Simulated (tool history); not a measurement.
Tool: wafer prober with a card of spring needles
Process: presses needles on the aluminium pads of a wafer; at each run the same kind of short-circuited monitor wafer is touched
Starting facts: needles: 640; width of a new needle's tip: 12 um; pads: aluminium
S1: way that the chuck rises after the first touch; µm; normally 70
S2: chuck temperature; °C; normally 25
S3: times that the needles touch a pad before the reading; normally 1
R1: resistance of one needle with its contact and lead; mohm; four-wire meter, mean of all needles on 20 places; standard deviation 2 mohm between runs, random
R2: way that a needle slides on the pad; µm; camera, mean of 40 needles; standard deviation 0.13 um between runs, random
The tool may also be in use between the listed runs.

| run | day | S1 | S2 | S3 | R1 | R2 |
|---|---|---|---|---|---|---|
| 1 | 0.000 | 70 | 25 | 1 | 234 | 9.39 |
|  | 0.104 | tips cleaned on abrasive film |
|  | 0.292 | tips cleaned on abrasive film |
| 2 | 0.371 | 70 | 25 | 2 | 226 | 9.16 |
|  | 0.488 | tips cleaned on abrasive film |
|  | 0.700 | tips cleaned on abrasive film |
| 3 | 0.775 | 70 | 25 | 2 | 226 | 9.32 |
|  | 0.896 | tips cleaned on abrasive film |
|  | 1.071 | tips cleaned on abrasive film |
| 4 | 1.233 | 70 | 25 | 2 | 235 | 9.51 |
|  | 1.258 | tips cleaned on abrasive film |
|  | 1.454 | tips cleaned on abrasive film |
| 5 | 1.483 | 70 | 25 | 2 | 225 | 9.39 |
|  | 1.646 | tips cleaned on abrasive film |
|  | 1.829 | tips cleaned on abrasive film |
| 6 | 1.829 | 70 | 25 | 2 | 217 | 9.15 |
|  | 2.033 | tips cleaned on abrasive film |
|  | 2.233 | tips cleaned on abrasive film |
| 7 | 2.375 | 70 | 25 | 2 | 232 | 9.20 |
|  | 2.408 | tips cleaned on abrasive film |
|  | 2.596 | tips cleaned on abrasive film |
|  | 2.775 | tips cleaned on abrasive film |
| 8 | 2.938 | 70 | 25 | 2 | 238 | 9.17 |
|  | 2.983 | tips cleaned on abrasive film |
|  | 3.175 | tips cleaned on abrasive film |
| 9 | 3.192 | 70 | 25 | 2 | 223 | 9.22 |
|  | 3.367 | tips cleaned on abrasive film |
|  | 3.583 | tips cleaned on abrasive film |
| 10 | 3.621 | 70 | 25 | 2 | 228 | 9.02 |
|  | 3.796 | tips cleaned on abrasive film |
|  | 4.000 | tips cleaned on abrasive film |
| 11 | 4.042 | 70 | 25 | 2 | 224 | 8.99 |
|  | 4.200 | tips cleaned on abrasive film |
| 12 | 4.354 | 70 | 25 | 2 | 237 | 9.14 |
|  | 4.379 | tips cleaned on abrasive film |
|  | 4.579 | tips cleaned on abrasive film |
| 13 | 4.667 | 70 | 25 | 2 | 229 | 9.17 |
|  | 4.788 | tips cleaned on abrasive film |
|  | 4.988 | tips cleaned on abrasive film |
| 14 | 5.067 | 75 | 25 | 1 | 230 | 9.82 |
|  | 5.183 | tips cleaned on abrasive film |
|  | 5.367 | tips cleaned on abrasive film |
| 15 | 5.392 | 70 | 25 | 1 | 226 | 9.31 |
|  | 5.558 | tips cleaned on abrasive film |
|  | 5.738 | tips cleaned on abrasive film |
| 16 | 5.771 | 70 | 25 | 1 | 226 | 9.04 |
|  | 5.917 | tips cleaned on abrasive film |
|  | 6.121 | tips cleaned on abrasive film |
| 17 | 6.283 | 70 | 25 | 1 | 245 | 8.89 |
|  | 6.325 | tips cleaned on abrasive film |
|  | 6.521 | tips cleaned on abrasive film |
|  | 6.704 | tips cleaned on abrasive film |
| 18 | 6.746 | 70 | 46 | 2 | 233 | 9.00 |
|  | 6.900 | tips cleaned on abrasive film |
|  | 7.096 | tips cleaned on abrasive film |
| 19 | 7.179 | 70 | 46 | 2 | 238 | 9.08 |
|  | 7.288 | tips cleaned on abrasive film |
|  | 7.483 | tips cleaned on abrasive film |
|  | 7.700 | tips cleaned on abrasive film |
| 20 | 7.721 | 63 | 61 | 1 | 238 | 7.92 |
|  | 7.875 | tips cleaned on abrasive film |
| 21 | 8.046 | 82 | 28 | 1 | 245 | 10.67 |
|  | 8.096 | tips cleaned on abrasive film |
|  | 8.300 | tips cleaned on abrasive film |
|  | 8.492 | tips cleaned on abrasive film |
| 22 | 8.504 | 70 | 25 | 2 | 224 | 8.79 |
|  | 8.688 | tips cleaned on abrasive film |
|  | 8.888 | tips cleaned on abrasive film |
| 23 | 8.912 | 89 | 30 | 1 | 222 | 11.47 |
|  | 9.092 | tips cleaned on abrasive film |
|  | 9.288 | tips cleaned on abrasive film |
| 24 | 9.346 | 51 | 115 | 2 | 274 | 6.16 |
|  | 9.467 | tips cleaned on abrasive film |
|  | 9.658 | tips cleaned on abrasive film |
|  | 9.842 | tips cleaned on abrasive film |
| 25 | 9.867 | 74 | 27 | 2 | 225 | 9.48 |
|  | 10.033 | tips cleaned on abrasive film |
|  | 10.233 | tips cleaned on abrasive film |
| 26 | 10.325 | 80 | 90 | 2 | 244 | 10.06 |
|  | 10.438 | tips cleaned on abrasive film |
| 27 | 10.554 | 80 | 45 | 1 | 242 | 10.13 |
|  | 10.646 | tips cleaned on abrasive film |
|  | 10.838 | tips cleaned on abrasive film |
|  | 11.038 | tips cleaned on abrasive film |
| 28 | 11.112 | 80 | 45 | 1 | 238 | 10.11 |
|  | 11.233 | tips cleaned on abrasive film |
|  | 11.412 | tips cleaned on abrasive film |
| 29 | 11.471 | 77 | 122 | 1 | 257 | 9.70 |
|  | 11.604 | tips cleaned on abrasive film |
|  | 11.788 | tips cleaned on abrasive film |
| 30 | 11.896 | 70 | 25 | 2 | 238 | 8.55 |
|  | 11.962 | tips cleaned on abrasive film |
|  | 12.171 | tips cleaned on abrasive film |
|  | 12.383 | tips cleaned on abrasive film |
| 31 | 12.383 | 70 | 25 | 2 | 225 | 8.49 |

Consider 3 possible next runs. They are alternatives, not a sequence: every one starts from the tool as it was left by run 31. What does each give?
|  | 12.575 | tips cleaned on abrasive film |
|  | 12.779 | tips cleaned on abrasive film |
| A | 12.862 | 77 | 29 | 2 | ? | ? |
|  | 12.575 | tips cleaned on abrasive film |
|  | 12.779 | tips cleaned on abrasive film |
| B | 12.862 | 70 | 30 | 2 | ? | ? |
|  | 12.575 | tips cleaned on abrasive film |
|  | 12.779 | tips cleaned on abrasive film |
| C | 12.862 | 71 | 25 | 1 | ? | ? |

| run | R1 | R2 |
|---|---|---|
| A | 228 | 9.80 |
| B | 236 | 8.47 |
| C | 242 | 8.88 |
Without the tool's unlogged condition, the same runs would have read:
| run | R1 | R2 |
|---|---|---|
| A | 213 | 10.96 |
| B | 218 | 9.61 |
| C | 216 | 10.04 |
